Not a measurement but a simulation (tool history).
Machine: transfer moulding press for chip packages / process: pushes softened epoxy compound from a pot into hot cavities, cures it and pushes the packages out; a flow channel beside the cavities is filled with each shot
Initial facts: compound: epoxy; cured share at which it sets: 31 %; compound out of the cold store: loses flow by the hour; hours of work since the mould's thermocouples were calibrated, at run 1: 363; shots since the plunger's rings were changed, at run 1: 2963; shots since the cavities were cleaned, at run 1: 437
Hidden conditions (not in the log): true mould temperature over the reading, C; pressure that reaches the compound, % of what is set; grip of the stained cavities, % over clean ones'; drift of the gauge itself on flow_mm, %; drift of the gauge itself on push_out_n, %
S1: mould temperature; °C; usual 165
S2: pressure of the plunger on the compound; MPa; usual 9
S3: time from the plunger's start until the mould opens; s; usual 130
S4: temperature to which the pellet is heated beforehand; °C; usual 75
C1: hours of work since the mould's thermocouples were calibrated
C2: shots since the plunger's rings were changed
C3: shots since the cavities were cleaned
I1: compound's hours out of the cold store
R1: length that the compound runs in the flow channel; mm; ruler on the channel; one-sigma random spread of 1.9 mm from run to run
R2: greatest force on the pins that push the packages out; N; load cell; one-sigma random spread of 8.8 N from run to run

run	hour	S1	S2	S3	S4	C1	C2	C3	I1	R1	R2
1	0	165	9	130	75	363	2963	437	27.2	582	722
2	11.2	165	9	130	75	368	3032	506	36.1	564	740
3	28.1	165	9	130	75	376	3137	611	39.3	561	765
4	47.2	165	9	130	75	384	3255	729	41.3	557	791
5	56.5	165	9	130	75	389	3313	787	36.4	565	796
6	73.7	165	9	130	83	396	3418	892	41	556	811
7	86.1	165	9	130	75	402	3495	969	18.8	592	841
8	97.9	165	9	130	75	407	3568	1042	26.3	580	864
9	107.8	165	9	130	75	411	3629	1103	38.1	560	877
# hour 121.6: cavities cleaned with cleaning compound and waxed
10	121.9	165	9	130	75	417	3707	2	8.9	609	403
11	140.9	165	9	148	75	426	3824	119	15.2	595	502
12	151.7	165	9	115	75	430	3891	186	18.2	589	604
13	167.3	165	9	147	75	437	3987	282	24.2	580	620
14	183.8	165	9	147	75	445	4089	384	15.6	592	665
15	201.4	165	8.02	122	84	453	4198	493	17.7	554	730
16	210.2	165	6.82	122	84	457	4253	548	35.3	483	765
17	224.7	165	9.09	136	84	463	4342	637	34.1	561	754
18	244.5	162	10.56	150	75	472	4464	759	38	604	755
19	258.3	162	10.56	150	75	478	4549	844	17.5	641	816
20	274.4	165	7.14	150	73	485	4649	944	26.6	508	775
# hour 289.7: plunger's sealing rings changed
21	296.8	171	7.14	163	73	494	44	1066	31.2	523	814
22	311.8	171	7.14	163	73	501	137	1159	32.7	516	825
# hour 315.4: cavities cleaned with cleaning compound and waxed
23	332.9	171	7.14	132	84	510	259	109	17.9	536	487
24	351.5	171	7.14	132	84	518	373	223	14	547	571
25	363.6	165	9.53	130	74	523	448	298	35.3	603	625
# hour 378.8: mould's thermocouples calibrated
26	382.7	165	9.53	130	74	2	553	403	31.2	611	692
27	400.5	165	9	155	75	10	664	514	28.5	600	661
28	416.5	165	9.92	155	75	17	762	612	15.6	652	716

Predict each of these 3 candidate next runs independently; none follows another, all start after run 28:
A	434.4	165	9	130	76	25	873	723	39.2	?	?
B	434.4	162	9.92	161	75	25	873	723	29.3	?	?
C	434.4	158	9.92	170	66	25	873	723	41.5	?	?

run	R1	R2
A	582	818
B	635	786
C	627	791
The same runs, with their run-to-run variation unchanged, on a tool lacking any hidden condition would have given:
run	R1	R2
A	590	404
B	643	388
C	636	391

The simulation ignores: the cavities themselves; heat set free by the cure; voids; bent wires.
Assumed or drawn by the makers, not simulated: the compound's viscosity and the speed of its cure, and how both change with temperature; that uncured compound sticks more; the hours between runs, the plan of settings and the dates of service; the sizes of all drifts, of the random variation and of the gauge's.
